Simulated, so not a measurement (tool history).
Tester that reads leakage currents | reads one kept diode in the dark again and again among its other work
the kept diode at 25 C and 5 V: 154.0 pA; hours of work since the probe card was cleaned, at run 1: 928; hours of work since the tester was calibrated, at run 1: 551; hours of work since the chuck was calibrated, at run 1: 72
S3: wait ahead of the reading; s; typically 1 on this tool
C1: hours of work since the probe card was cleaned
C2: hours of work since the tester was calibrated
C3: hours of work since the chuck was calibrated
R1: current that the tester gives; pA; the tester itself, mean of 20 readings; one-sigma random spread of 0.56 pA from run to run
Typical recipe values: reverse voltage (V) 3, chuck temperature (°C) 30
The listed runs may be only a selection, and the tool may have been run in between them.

run 1 hour=0 | reverse_voltage_(V)=3 chuck_temperature_(°C)=30 S3=1 | C1=928 C2=551 C3=72 | R1=193.67
run 2 hour=34.9 | reverse_voltage_(V)=3 chuck_temperature_(°C)=30 S3=1 | C1=944 C2=567 C3=87 | R1=192.88
run 3 hour=64.8 | reverse_voltage_(V)=3 chuck_temperature_(°C)=30 S3=1 | C1=958 C2=581 C3=101 | R1=192.12
run 4 hour=125.6 | reverse_voltage_(V)=3 chuck_temperature_(°C)=30 S3=1 | C1=986 C2=608 C3=129 | R1=190.73
run 5 hour=178 | reverse_voltage_(V)=3 chuck_temperature_(°C)=30 S3=1 | C1=1010 C2=632 C3=153 | R1=191.52
run 6 hour=213.5 | reverse_voltage_(V)=3 chuck_temperature_(°C)=30 S3=1 | C1=1026 C2=648 C3=169 | R1=190.98
run 7 hour=245.2 | reverse_voltage_(V)=3 chuck_temperature_(°C)=30 S3=1 | C1=1040 C2=663 C3=183 | R1=191.54
run 8 hour=306.5 | reverse_voltage_(V)=3 chuck_temperature_(°C)=30 S3=1 | C1=1068 C2=691 C3=211 | R1=191.28
run 9 hour=342.2 | reverse_voltage_(V)=3 chuck_temperature_(°C)=56 S3=1 | C1=1085 C2=707 C3=228 | R1=1236.62
run 10 hour=389.8 | reverse_voltage_(V)=3 chuck_temperature_(°C)=56 S3=1 | C1=1106 C2=729 C3=250 | R1=1227.37
run 11 hour=417.6 | reverse_voltage_(V)=3 chuck_temperature_(°C)=56 S3=1 | C1=1119 C2=742 C3=262 | R1=1232.82
run 12 hour=468 | reverse_voltage_(V)=1.3 chuck_temperature_(°C)=30 S3=1 | C1=1142 C2=765 C3=285 | R1=133.48
run 13 hour=514.4 | reverse_voltage_(V)=1.3 chuck_temperature_(°C)=30 S3=1 | C1=1163 C2=786 C3=306 | R1=133.65
run 14 hour=559.4 | reverse_voltage_(V)=3 chuck_temperature_(°C)=30 S3=1 | C1=1184 C2=806 C3=327 | R1=189.99
run 15 hour=588.9 | reverse_voltage_(V)=3 chuck_temperature_(°C)=30 S3=2.61 | C1=1197 C2=820 C3=340 | R1=189.47
run 16 hour=623.6 | reverse_voltage_(V)=3 chuck_temperature_(°C)=30 S3=2.61 | C1=1213 C2=836 C3=356 | R1=190.15
-- hour=654.5 probe card cleaned and baked
run 17 hour=685.9 | reverse_voltage_(V)=3 chuck_temperature_(°C)=30 S3=2.61 | C1=14 C2=863 C3=383 | R1=184.2
run 18 hour=742.7 | reverse_voltage_(V)=3 chuck_temperature_(°C)=30 S3=2.61 | C1=40 C2=889 C3=409 | R1=182.86
run 19 hour=769.7 | reverse_voltage_(V)=13.64 chuck_temperature_(°C)=30 S3=1 | C1=53 C2=901 C3=422 | R1=337.16
run 20 hour=825.4 | reverse_voltage_(V)=13.64 chuck_temperature_(°C)=30 S3=1 | C1=78 C2=926 C3=447 | R1=339.74
run 21 hour=877.5 | reverse_voltage_(V)=13.64 chuck_temperature_(°C)=30 S3=1 | C1=102 C2=950 C3=471 | R1=339.95
run 22 hour=918.6 | reverse_voltage_(V)=11.05 chuck_temperature_(°C)=46 S3=3.06 | C1=121 C2=969 C3=490 | R1=1024.67
run 23 hour=949.9 | reverse_voltage_(V)=3 chuck_temperature_(°C)=47 S3=7.16 | C1=135 C2=983 C3=504 | R1=648.27
run 24 hour=1009 | reverse_voltage_(V)=2.96 chuck_temperature_(°C)=30 S3=6.52 | C1=162 C2=1010 C3=531 | R1=181.51
run 25 hour=1064.2 | reverse_voltage_(V)=2.96 chuck_temperature_(°C)=46 S3=0.57 | C1=187 C2=1035 C3=556 | R1=598.99
run 26 hour=1095.4 | reverse_voltage_(V)=2.96 chuck_temperature_(°C)=46 S3=0.57 | C1=201 C2=1050 C3=570 | R1=601.5
run 27 hour=1123.2 | reverse_voltage_(V)=2.96 chuck_temperature_(°C)=46 S3=0.57 | C1=214 C2=1062 C3=583 | R1=601.21
run 28 hour=1177.8 | reverse_voltage_(V)=2.96 chuck_temperature_(°C)=46 S3=0.57 | C1=239 C2=1087 C3=608 | R1=600.34
run 29 hour=1208.4 | reverse_voltage_(V)=5.58 chuck_temperature_(°C)=54 S3=0.57 | C1=253 C2=1101 C3=622 | R1=1351.7
run 30 hour=1255.1 | reverse_voltage_(V)=4.03 chuck_temperature_(°C)=30 S3=7.47 | C1=274 C2=1123 C3=643 | R1=205.97
run 31 hour=1313.9 | reverse_voltage_(V)=3 chuck_temperature_(°C)=25 S3=4.78 | C1=301 C2=1149 C3=670 | R1=122.55
run 32 hour=1370 | reverse_voltage_(V)=11.83 chuck_temperature_(°C)=21 S3=7.51 | C1=327 C2=1175 C3=696 | R1=157.15
run 33 hour=1405.4 | reverse_voltage_(V)=5.84 chuck_temperature_(°C)=30 S3=1.6 | C1=343 C2=1191 C3=712 | R1=239.25
run 34 hour=1432.6 | reverse_voltage_(V)=5.84 chuck_temperature_(°C)=30 S3=1.6 | C1=355 C2=1204 C3=724 | R1=238.36
run 35 hour=1467.4 | reverse_voltage_(V)=6.05 chuck_temperature_(°C)=51 S3=1.6 | C1=371 C2=1220 C3=740 | R1=1130.9
run 36 hour=1503.8 | reverse_voltage_(V)=6.05 chuck_temperature_(°C)=51 S3=1.6 | C1=388 C2=1236 C3=757 | R1=1127.1
run 37 hour=1538.7 | reverse_voltage_(V)=6.05 chuck_temperature_(°C)=51 S3=1.6 | C1=404 C2=1252 C3=773 | R1=1132.42
run 38 hour=1565.7 | reverse_voltage_(V)=10.5 chuck_temperature_(°C)=48 S3=3.12 | C1=416 C2=1264 C3=785 | R1=1146.82
run 39 hour=1621.6 | reverse_voltage_(V)=9.47 chuck_temperature_(°C)=26 S3=1.41 | C1=442 C2=1290 C3=811 | R1=213.42

Predict each of these 3 candidate next runs independently; none follows another, all start after run 39:
run A hour=1678.8 | reverse_voltage_(V)=1.11 chuck_temperature_(°C)=26 S3=1.41 | C1=468 C2=1316 C3=837 | R1=?
run B hour=1678.8 | reverse_voltage_(V)=3 chuck_temperature_(°C)=52 S3=0.38 | C1=468 C2=1316 C3=837 | R1=?
run C hour=1678.8 | reverse_voltage_(V)=1.22 chuck_temperature_(°C)=54 S3=0.64 | C1=468 C2=1316 C3=837 | R1=?

run=A R1=87.25
run=B R1=904.79
run=C R1=718.09
With no hidden state in the tool, these same runs would have given:
run=A R1=91.03
run=B R1=944.25
run=C R1=750.03
